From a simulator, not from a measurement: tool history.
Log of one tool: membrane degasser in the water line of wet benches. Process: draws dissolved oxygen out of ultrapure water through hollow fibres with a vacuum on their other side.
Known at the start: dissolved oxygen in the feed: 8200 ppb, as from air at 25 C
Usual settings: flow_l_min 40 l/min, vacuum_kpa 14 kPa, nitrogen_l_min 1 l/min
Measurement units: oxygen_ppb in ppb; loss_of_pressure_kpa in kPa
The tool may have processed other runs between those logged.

{"run": 1, "hour": 0.0, "flow_l_min": 40, "vacuum_kpa": 14, "nitrogen_l_min": 1, "oxygen_ppb": 1046.7, "loss_of_pressure_kpa": 41.06}
{"run": 2, "hour": 277.5, "flow_l_min": 40, "vacuum_kpa": 14, "nitrogen_l_min": 1, "oxygen_ppb": 1068.7, "loss_of_pressure_kpa": 41.04}
{"run": 3, "hour": 543.5, "flow_l_min": 45, "vacuum_kpa": 14, "nitrogen_l_min": 1, "oxygen_ppb": 1186.3, "loss_of_pressure_kpa": 46.04}
{"run": 4, "hour": 849.2, "flow_l_min": 45, "vacuum_kpa": 14, "nitrogen_l_min": 1, "oxygen_ppb": 1207.1, "loss_of_pressure_kpa": 46.22}
{"run": 5, "hour": 1080.0, "flow_l_min": 45, "vacuum_kpa": 15.9, "nitrogen_l_min": 1, "oxygen_ppb": 1359.5, "loss_of_pressure_kpa": 46.49}
{"run": 6, "hour": 1276.9, "flow_l_min": 40, "vacuum_kpa": 26.2, "nitrogen_l_min": 1, "oxygen_ppb": 1793.7, "loss_of_pressure_kpa": 41.33}
{"run": 7, "hour": 1500.9, "flow_l_min": 40, "vacuum_kpa": 25.6, "nitrogen_l_min": 1, "oxygen_ppb": 1729.5, "loss_of_pressure_kpa": 41.61}
{"run": 8, "hour": 1744.4, "flow_l_min": 40, "vacuum_kpa": 14, "nitrogen_l_min": 0.51, "oxygen_ppb": 1520.6, "loss_of_pressure_kpa": 41.33}
{"run": 9, "hour": 2044.7, "flow_l_min": 40, "vacuum_kpa": 14, "nitrogen_l_min": 0.51, "oxygen_ppb": 1502.4, "loss_of_pressure_kpa": 42.18}
{"run": 10, "hour": 2302.9, "flow_l_min": 40, "vacuum_kpa": 14, "nitrogen_l_min": 0.51, "oxygen_ppb": 1525.2, "loss_of_pressure_kpa": 41.35}
{"run": 11, "hour": 2562.0, "flow_l_min": 40, "vacuum_kpa": 14, "nitrogen_l_min": 0.51, "oxygen_ppb": 1548.3, "loss_of_pressure_kpa": 41.75}
{"run": 12, "hour": 2849.4, "flow_l_min": 40, "vacuum_kpa": 30, "nitrogen_l_min": 1, "oxygen_ppb": 2007.4, "loss_of_pressure_kpa": 42.05}
{"run": 13, "hour": 3114.1, "flow_l_min": 40, "vacuum_kpa": 30, "nitrogen_l_min": 1, "oxygen_ppb": 1976.9, "loss_of_pressure_kpa": 41.66}
{"run": 14, "hour": 3302.9, "flow_l_min": 40, "vacuum_kpa": 30, "nitrogen_l_min": 1, "oxygen_ppb": 1990.6, "loss_of_pressure_kpa": 41.97}
{"run": 15, "hour": 3500.7, "flow_l_min": 40, "vacuum_kpa": 30, "nitrogen_l_min": 1, "oxygen_ppb": 2012.2, "loss_of_pressure_kpa": 42.09}
{"hour": 3530.2, "done": "seals of the vacuum lines changed"}
{"run": 16, "hour": 3789.5, "flow_l_min": 42, "vacuum_kpa": 30, "nitrogen_l_min": 1.99, "oxygen_ppb": 1375.3, "loss_of_pressure_kpa": 44.6}
{"run": 17, "hour": 4080.5, "flow_l_min": 42, "vacuum_kpa": 30, "nitrogen_l_min": 1.99, "oxygen_ppb": 1393.6, "loss_of_pressure_kpa": 44.34}
{"run": 18, "hour": 4351.6, "flow_l_min": 58, "vacuum_kpa": 14, "nitrogen_l_min": 1, "oxygen_ppb": 1542.1, "loss_of_pressure_kpa": 61.34}
{"run": 19, "hour": 4514.2, "flow_l_min": 45, "vacuum_kpa": 14, "nitrogen_l_min": 2.91, "oxygen_ppb": 754.3, "loss_of_pressure_kpa": 47.76}
{"run": 20, "hour": 4714.4, "flow_l_min": 45, "vacuum_kpa": 23.9, "nitrogen_l_min": 1.11, "oxygen_ppb": 1693.3, "loss_of_pressure_kpa": 47.45}
{"run": 21, "hour": 4976.6, "flow_l_min": 45, "vacuum_kpa": 23.9, "nitrogen_l_min": 1.11, "oxygen_ppb": 1742.4, "loss_of_pressure_kpa": 48.07}
{"hour": 5045.3, "done": "vacuum gauge calibrated"}
{"run": 22, "hour": 5180.7, "flow_l_min": 45, "vacuum_kpa": 23.9, "nitrogen_l_min": 1.11, "oxygen_ppb": 1740.1, "loss_of_pressure_kpa": 47.77}
{"run": 23, "hour": 5409.7, "flow_l_min": 59, "vacuum_kpa": 14.6, "nitrogen_l_min": 0.78, "oxygen_ppb": 1795.2, "loss_of_pressure_kpa": 62.81}
{"run": 24, "hour": 5573.9, "flow_l_min": 27, "vacuum_kpa": 8.9, "nitrogen_l_min": 1.5, "oxygen_ppb": 368.5, "loss_of_pressure_kpa": 28.54}
{"run": 25, "hour": 5893.6, "flow_l_min": 27, "vacuum_kpa": 8.9, "nitrogen_l_min": 1.5, "oxygen_ppb": 362.7, "loss_of_pressure_kpa": 28.95}
{"run": 26, "hour": 6094.2, "flow_l_min": 27, "vacuum_kpa": 8.9, "nitrogen_l_min": 1.5, "oxygen_ppb": 364.2, "loss_of_pressure_kpa": 29.11}
{"run": 27, "hour": 6348.2, "flow_l_min": 40, "vacuum_kpa": 20.6, "nitrogen_l_min": 1, "oxygen_ppb": 1485.4, "loss_of_pressure_kpa": 42.47}
{"run": 28, "hour": 6660.1, "flow_l_min": 59, "vacuum_kpa": 30.4, "nitrogen_l_min": 0.48, "oxygen_ppb": 3654.2, "loss_of_pressure_kpa": 63.43}
{"hour": 6759.1, "done": "membrane cartridge changed"}
{"run": 29, "hour": 6830.8, "flow_l_min": 27, "vacuum_kpa": 30.4, "nitrogen_l_min": 2.51, "oxygen_ppb": 729.4, "loss_of_pressure_kpa": 25.54}

Predict each of these 4 candidate next runs independently; none follows another, all start after run 29:
{"run": "A", "hour": 7127.9, "flow_l_min": 26, "vacuum_kpa": 14, "nitrogen_l_min": 1, "oxygen_ppb": "?", "loss_of_pressure_kpa": "?"}
{"run": "B", "hour": 7127.9, "flow_l_min": 27, "vacuum_kpa": 30.4, "nitrogen_l_min": 0.65, "oxygen_ppb": "?", "loss_of_pressure_kpa": "?"}
{"run": "C", "hour": 7127.9, "flow_l_min": 24, "vacuum_kpa": 14, "nitrogen_l_min": 1, "oxygen_ppb": "?", "loss_of_pressure_kpa": "?"}
{"run": "D", "hour": 7127.9, "flow_l_min": 39, "vacuum_kpa": 30.4, "nitrogen_l_min": 2.51, "oxygen_ppb": "?", "loss_of_pressure_kpa": "?"}

run=A oxygen_ppb=652.8 loss_of_pressure_kpa=24.93
run=B oxygen_ppb=1924.3 loss_of_pressure_kpa=26.01
run=C oxygen_ppb=605.1 loss_of_pressure_kpa=23.02
run=D oxygen_ppb=1049.4 loss_of_pressure_kpa=36.99
Stripped of hidden state, with their random variation kept, the same runs would have yielded:
run=A oxygen_ppb=646.7 loss_of_pressure_kpa=24.88
run=B oxygen_ppb=1916 loss_of_pressure_kpa=25.96
run=C oxygen_ppb=598.9 loss_of_pressure_kpa=22.98
run=D oxygen_ppb=1041.9 loss_of_pressure_kpa=36.92

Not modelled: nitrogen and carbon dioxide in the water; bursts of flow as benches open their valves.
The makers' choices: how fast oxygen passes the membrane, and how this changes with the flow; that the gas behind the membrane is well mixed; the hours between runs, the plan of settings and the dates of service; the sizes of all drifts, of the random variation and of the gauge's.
